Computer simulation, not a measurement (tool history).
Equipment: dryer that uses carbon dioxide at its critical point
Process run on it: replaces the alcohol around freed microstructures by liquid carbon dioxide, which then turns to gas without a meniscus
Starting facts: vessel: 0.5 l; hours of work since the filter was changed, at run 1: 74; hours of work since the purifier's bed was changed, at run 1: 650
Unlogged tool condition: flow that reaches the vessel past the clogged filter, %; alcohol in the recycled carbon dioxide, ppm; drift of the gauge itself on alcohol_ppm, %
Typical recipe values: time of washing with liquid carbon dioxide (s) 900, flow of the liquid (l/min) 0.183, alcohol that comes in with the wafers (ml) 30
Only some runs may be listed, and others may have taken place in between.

| run | hour | time of washing with liquid carbon dioxide (s) | flow of the liquid (l/min) | alcohol that comes in with the wafers (ml) | hours of work since the filter was changed | hours of work since the purifier's bed was changed | alcohol left in the vessel before it's heated (ppm by volume) |
|---|---|---|---|---|---|---|---|
| 1 | 0.0 | 900 | 0.183 | 30 | 74 | 650 | 511 |
| 2 | 23.8 | 660 | 0.183 | 30 | 86 | 661 | 1755 |
| 3 | 53.6 | 900 | 0.183 | 30 | 100 | 675 | 562 |
| 4 | 80.2 | 900 | 0.183 | 30 | 112 | 688 | 604 |
| 5 | 113.6 | 900 | 0.183 | 30 | 128 | 703 | 652 |
| 6 | 137.8 | 900 | 0.183 | 30 | 140 | 715 | 653 |
| 7 | 161.8 | 900 | 0.132 | 30 | 151 | 726 | 2357 |
|  | 168.1 | inlet filter changed |
| 8 | 188.8 | 900 | 0.132 | 30 | 10 | 739 | 1536 |
| 9 | 207.4 | 840 | 0.128 | 85 | 19 | 747 | 6039 |
| 10 | 242.9 | 840 | 0.128 | 85 | 35 | 764 | 6369 |
| 11 | 267.4 | 840 | 0.128 | 85 | 47 | 776 | 6504 |

What if the next run were any one of these 3? Each begins from the tool's condition after run 11:
| A | 296.3 | 1020 | 0.296 | 25 | 61 | 790 | ? |
| B | 296.3 | 840 | 0.267 | 22 | 61 | 790 | ? |
| C | 296.3 | 1260 | 0.161 | 85 | 61 | 790 | ? |

| run | alcohol left in the vessel before it's heated (ppm by volume) |
|---|---|
| A | 114 |
| B | 158 |
| C | 483 |
What these runs would have given with no unlogged condition in the tool:
| run | alcohol left in the vessel before it's heated (ppm by volume) |
|---|---|
| A | 2 |
| B | 34 |
| C | 269 |
